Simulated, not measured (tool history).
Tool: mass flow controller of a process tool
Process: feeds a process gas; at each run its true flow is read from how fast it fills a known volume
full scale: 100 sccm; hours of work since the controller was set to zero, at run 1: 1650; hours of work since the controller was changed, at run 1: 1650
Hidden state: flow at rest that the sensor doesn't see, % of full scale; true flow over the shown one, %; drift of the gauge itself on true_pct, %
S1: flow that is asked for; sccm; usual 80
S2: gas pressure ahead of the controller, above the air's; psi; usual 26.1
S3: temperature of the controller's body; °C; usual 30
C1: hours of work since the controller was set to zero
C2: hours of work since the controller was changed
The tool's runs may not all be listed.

Run 1, hour 0.0: usual settings; C1 1650; C2 1650. Result: true flow (%) 99.86.
Run 2, hour 57.5: usual settings but S2 24.9 psi; C1 1682; C2 1682. Result: true flow (%) 99.93.
Run 3, hour 113.0: usual settings but S2 24.9 psi; C1 1713; C2 1713. Result: true flow (%) 99.88.
Run 4, hour 192.0: usual settings but S1 51 sccm, S2 24.9 psi; C1 1757; C2 1757. Result: true flow (%) 99.39.
Run 5, hour 283.5: usual settings but S3 25 °C; C1 1809; C2 1809. Result: true flow (%) 100.00.
Run 6, hour 353.7: usual settings; C1 1848; C2 1848. Result: true flow (%) 100.13.
Run 7, hour 396.5: usual settings but S3 28 °C; C1 1872; C2 1872. Result: true flow (%) 100.12.
Run 8, hour 487.6: usual settings but S1 70 sccm; C1 1923; C2 1923. Result: true flow (%) 100.17.
Run 9, hour 563.0: usual settings but S1 70 sccm; C1 1966; C2 1966. Result: true flow (%) 100.21.
Run 10, hour 605.2: usual settings; C1 1989; C2 1989. Result: true flow (%) 100.37.
Run 11, hour 649.7: usual settings but S1 27 sccm; C1 2014; C2 2014. Result: true flow (%) 99.37.
Run 12, hour 692.8: usual settings but S1 27 sccm; C1 2038; C2 2038. Result: true flow (%) 99.33.
Run 13, hour 765.7: usual settings but S3 39 °C; C1 2079; C2 2079. Result: true flow (%) 100.80.
Run 14, hour 814.0: usual settings but S3 39 °C; C1 2106; C2 2106. Result: true flow (%) 101.00.
Run 15, hour 895.9: usual settings but S3 39 °C; C1 2152; C2 2152. Result: true flow (%) 100.96.
Run 16, hour 981.5: usual settings but S3 39 °C; C1 2200; C2 2200. Result: true flow (%) 101.07.
Run 17, hour 1048.6: usual settings but S2 22.2 psi; C1 2238; C2 2238. Result: true flow (%) 101.02.
Run 18, hour 1127.3: usual settings but S2 22.2 psi; C1 2282; C2 2282. Result: true flow (%) 101.01.
Run 19, hour 1204.3: usual settings but S2 22.2 psi, S3 33 °C; C1 2325; C2 2325. Result: true flow (%) 101.14.
Run 20, hour 1287.3: usual settings but S2 22.2 psi, S3 33 °C; C1 2372; C2 2372. Result: true flow (%) 101.36.
Run 21, hour 1344.6: usual settings but S2 22.2 psi, S3 33 °C; C1 2404; C2 2404. Result: true flow (%) 101.32.
Run 22, hour 1397.8: usual settings but S2 32.1 psi; C1 2434; C2 2434. Result: true flow (%) 100.90.
Run 23, hour 1453.7: usual settings but S1 15 sccm, S3 24 °C; C1 2465; C2 2465. Result: true flow (%) 99.77.
Run 24, hour 1529.2: usual settings but S1 17 sccm, S2 28.4 psi, S3 25 °C; C1 2508; C2 2508. Result: true flow (%) 99.72.
Run 25, hour 1610.4: usual settings but S1 16 sccm, S2 29.0 psi; C1 2553; C2 2553. Result: true flow (%) 100.02.
At hour 1614.8: gauge calibrated.
Run 26, hour 1699.2: usual settings but S1 15 sccm, S2 28.0 psi, S3 22 °C; C1 2603; C2 2603. Result: true flow (%) 98.15.
Run 27, hour 1755.1: usual settings but S1 15 sccm, S2 28.0 psi, S3 22 °C; C1 2634; C2 2634. Result: true flow (%) 98.34.
Run 28, hour 1808.7: usual settings but S1 11 sccm, S3 26 °C; C1 2664; C2 2664. Result: true flow (%) 98.47.
Run 29, hour 1849.5: usual settings but S1 25 sccm, S2 36.1 psi, S3 23 °C; C1 2687; C2 2687. Result: true flow (%) 98.43.
Run 30, hour 1888.0: usual settings but S1 98 sccm, S2 38.9 psi, S3 40 °C; C1 2709; C2 2709. Result: true flow (%) 100.31.
Run 31, hour 1932.3: usual settings but S1 98 sccm, S2 27.6 psi, S3 37 °C; C1 2734; C2 2734. Result: true flow (%) 100.62.
Run 32, hour 2009.1: usual settings but S1 40 sccm, S3 23 °C; C1 2777; C2 2777. Result: true flow (%) 99.12.
Run 33, hour 2083.2: usual settings but S1 40 sccm, S3 29 °C; C1 2818; C2 2818. Result: true flow (%) 99.47.
Run 34, hour 2126.5: usual settings but S1 65 sccm, S2 32.5 psi; C1 2843; C2 2843. Result: true flow (%) 99.77.
Run 35, hour 2204.6: usual settings but S1 12 sccm, S2 37.7 psi, S3 23 °C; C1 2887; C2 2887. Result: true flow (%) 98.27.
Run 36, hour 2249.6: usual settings but S1 99 sccm, S2 20.9 psi, S3 34 °C; C1 2912; C2 2912. Result: true flow (%) 100.96.
Run 37, hour 2329.2: usual settings but S1 38 sccm, S2 27.3 psi, S3 35 °C; C1 2957; C2 2957. Result: true flow (%) 99.63.
Run 38, hour 2383.6: usual settings but S1 11 sccm, S2 32.1 psi; C1 2987; C2 2987. Result: true flow (%) 98.91.
Run 39, hour 2463.9: usual settings but S1 18 sccm, S2 21.0 psi, S3 37 °C; C1 3032; C2 3032. Result: true flow (%) 99.89.
Run 40, hour 2522.4: usual settings but S1 14 sccm, S2 32.6 psi, S3 40 °C; C1 3065; C2 3065. Result: true flow (%) 99.38.
Run 41, hour 2584.8: usual settings but S1 14 sccm, S2 32.6 psi, S3 40 °C; C1 3100; C2 3100. Result: true flow (%) 99.53.
Run 42, hour 2669.0: usual settings but S1 14 sccm, S2 32.6 psi, S3 40 °C; C1 3147; C2 3147. Result: true flow (%) 99.50.
Run 43, hour 2734.7: usual settings but S1 14 sccm, S2 32.6 psi, S3 40 °C; C1 3184; C2 3184. Result: true flow (%) 99.61.
Run 44, hour 2800.2: usual settings but S1 14 sccm, S2 32.6 psi, S3 40 °C; C1 3221; C2 3221. Result: true flow (%) 99.57.

Forecast each of these 3 alternatives for the next run:
Run A, hour 2837.6: usual settings but S2 21.3 psi, S3 25 °C; C1 3242; C2 3242. Result: true flow (%) ?.
Run B, hour 2837.6: usual settings but S1 39 sccm, S3 32 °C; C1 3242; C2 3242. Result: true flow (%) ?.
Run C, hour 2837.6: usual settings but S1 14 sccm, S2 34.1 psi, S3 38 °C; C1 3242; C2 3242. Result: true flow (%) ?.

run  true flow (%)
  A         100.87
  B         100.19
  C          99.61
Without the tool's hidden state the same runs would have given:
run  true flow (%)
  A          99.67
  B          99.01
  C          98.45

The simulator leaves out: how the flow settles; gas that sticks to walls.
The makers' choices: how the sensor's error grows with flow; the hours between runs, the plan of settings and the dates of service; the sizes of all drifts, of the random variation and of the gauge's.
